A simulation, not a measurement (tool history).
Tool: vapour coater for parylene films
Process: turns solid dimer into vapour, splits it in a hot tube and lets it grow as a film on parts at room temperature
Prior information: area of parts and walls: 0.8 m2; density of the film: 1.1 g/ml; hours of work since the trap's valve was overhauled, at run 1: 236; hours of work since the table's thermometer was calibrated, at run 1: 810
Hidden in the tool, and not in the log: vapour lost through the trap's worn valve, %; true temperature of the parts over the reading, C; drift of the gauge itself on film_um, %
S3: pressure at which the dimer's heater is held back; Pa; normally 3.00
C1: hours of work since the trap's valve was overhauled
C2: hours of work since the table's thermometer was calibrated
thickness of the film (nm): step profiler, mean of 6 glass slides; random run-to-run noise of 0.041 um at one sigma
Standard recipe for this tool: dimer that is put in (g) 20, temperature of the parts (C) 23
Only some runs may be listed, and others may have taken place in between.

run 1 day=0.000 | dimer_that_is_put_in_(g)=20 temperature_of_the_parts_(C)=23 S3=3.00 | C1=236 C2=810 | thickness_of_the_film_(nm)=10960
run 2 day=1.175 | dimer_that_is_put_in_(g)=20 temperature_of_the_parts_(C)=23 S3=3.00 | C1=260 C2=834 | thickness_of_the_film_(nm)=10970
run 3 day=2.721 | dimer_that_is_put_in_(g)=20 temperature_of_the_parts_(C)=23 S3=3.00 | C1=293 C2=866 | thickness_of_the_film_(nm)=10890
run 4 day=4.121 | dimer_that_is_put_in_(g)=20 temperature_of_the_parts_(C)=20 S3=3.00 | C1=322 C2=895 | thickness_of_the_film_(nm)=11810
run 5 day=5.512 | dimer_that_is_put_in_(g)=20 temperature_of_the_parts_(C)=20 S3=3.00 | C1=351 C2=925 | thickness_of_the_film_(nm)=11850
run 6 day=6.479 | dimer_that_is_put_in_(g)=20 temperature_of_the_parts_(C)=20 S3=3.00 | C1=371 C2=945 | thickness_of_the_film_(nm)=11840
run 7 day=7.275 | dimer_that_is_put_in_(g)=20 temperature_of_the_parts_(C)=20 S3=3.00 | C1=388 C2=961 | thickness_of_the_film_(nm)=11950
run 8 day=8.792 | dimer_that_is_put_in_(g)=20 temperature_of_the_parts_(C)=20 S3=3.00 | C1=419 C2=993 | thickness_of_the_film_(nm)=11820
run 9 day=9.829 | dimer_that_is_put_in_(g)=20 temperature_of_the_parts_(C)=35 S3=2.53 | C1=441 C2=1015 | thickness_of_the_film_(nm)=8100
run 10 day=10.650 | dimer_that_is_put_in_(g)=10 temperature_of_the_parts_(C)=28 S3=7.04 | C1=458 C2=1032 | thickness_of_the_film_(nm)=4440
-- day=11.204 trap's valve overhauled
run 11 day=11.796 | dimer_that_is_put_in_(g)=11 temperature_of_the_parts_(C)=23 S3=3.00 | C1=12 C2=1052 | thickness_of_the_film_(nm)=6040
run 12 day=12.533 | dimer_that_is_put_in_(g)=19 temperature_of_the_parts_(C)=28 S3=6.94 | C1=28 C2=1067 | thickness_of_the_film_(nm)=8470
run 13 day=13.717 | dimer_that_is_put_in_(g)=9 temperature_of_the_parts_(C)=28 S3=7.00 | C1=52 C2=1092 | thickness_of_the_film_(nm)=4030
run 14 day=14.904 | dimer_that_is_put_in_(g)=31 temperature_of_the_parts_(C)=22 S3=3.00 | C1=77 C2=1117 | thickness_of_the_film_(nm)=17360

Below are 3 alternative next runs, each starting from the tool's condition after run 14. Predict each:
run A day=16.500 | dimer_that_is_put_in_(g)=9 temperature_of_the_parts_(C)=22 S3=10.96 | C1=110 C2=1150 | thickness_of_the_film_(nm)=?
run B day=16.500 | dimer_that_is_put_in_(g)=20 temperature_of_the_parts_(C)=23 S3=7.60 | C1=110 C2=1150 | thickness_of_the_film_(nm)=?
run C day=16.500 | dimer_that_is_put_in_(g)=26 temperature_of_the_parts_(C)=23 S3=3.00 | C1=110 C2=1150 | thickness_of_the_film_(nm)=?

run=A thickness_of_the_film_(nm)=4540
run=B thickness_of_the_film_(nm)=10050
run=C thickness_of_the_film_(nm)=14170
Without the tool's hidden state the same runs would have given:
run=A thickness_of_the_film_(nm)=4540
run=B thickness_of_the_film_(nm)=10040
run=C thickness_of_the_film_(nm)=14170
